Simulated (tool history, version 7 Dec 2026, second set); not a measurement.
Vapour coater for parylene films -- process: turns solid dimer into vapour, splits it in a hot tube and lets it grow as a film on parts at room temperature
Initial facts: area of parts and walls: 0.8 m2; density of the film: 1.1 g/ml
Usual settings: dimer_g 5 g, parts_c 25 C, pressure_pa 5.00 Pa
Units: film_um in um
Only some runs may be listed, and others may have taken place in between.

Run 1, day 0.000: usual settings. Result: film_um 2.91 um.
Run 2, day 0.971: usual settings. Result: film_um 2.91 um.
Run 3, day 1.846: usual settings. Result: film_um 2.92 um.
Run 4, day 3.500: usual settings but parts_c 23 C. Result: film_um 3.06 um.
Run 5, day 5.454: usual settings but parts_c 23 C. Result: film_um 3.07 um.
Run 6, day 7.262: usual settings but parts_c 23 C. Result: film_um 3.02 um.
Run 7, day 9.154: usual settings but parts_c 23 C. Result: film_um 3.02 um.
Run 8, day 10.604: usual settings but pressure_pa 5.57 Pa. Result: film_um 2.77 um.
Run 9, day 11.808: usual settings but pressure_pa 5.57 Pa. Result: film_um 2.83 um.
Run 10, day 12.658: usual settings. Result: film_um 2.82 um.
Run 11, day 13.967: usual settings. Result: film_um 2.85 um.
Run 12, day 15.254: usual settings but parts_c 28 C, pressure_pa 3.06 Pa. Result: film_um 2.84 um.
Run 13, day 16.979: usual settings but pressure_pa 2.35 Pa. Result: film_um 3.27 um.
Run 14, day 18.100: usual settings but pressure_pa 2.35 Pa. Result: film_um 3.25 um.
Run 15, day 19.621: usual settings but dimer_g 4 g, pressure_pa 2.35 Pa. Result: film_um 2.58 um.
Run 16, day 20.754: usual settings but dimer_g 2 g, parts_c 18 C, pressure_pa 8.89 Pa. Result: film_um 1.22 um.
Run 17, day 22.338: usual settings but dimer_g 4 g, pressure_pa 9.11 Pa. Result: film_um 1.97 um.
Run 18, day 24.038: usual settings but dimer_g 4 g, pressure_pa 9.11 Pa. Result: film_um 1.96 um.
Run 19, day 25.371: usual settings but dimer_g 4 g, pressure_pa 9.11 Pa. Result: film_um 1.94 um.
At day 26.617: trap's valve overhauled.
Run 20, day 27.154: usual settings but dimer_g 9 g, pressure_pa 9.11 Pa. Result: film_um 4.69 um.

Run 21 is up next; what results do you expect?
Run 21, day 28.083: usual settings but dimer_g 9 g, pressure_pa 9.11 Pa. Result: film_um ?.

{"run 21": {"film_um": 4.71}}
Had the tool carried no hidden state, the very same run would have given film_um 4.58 um.
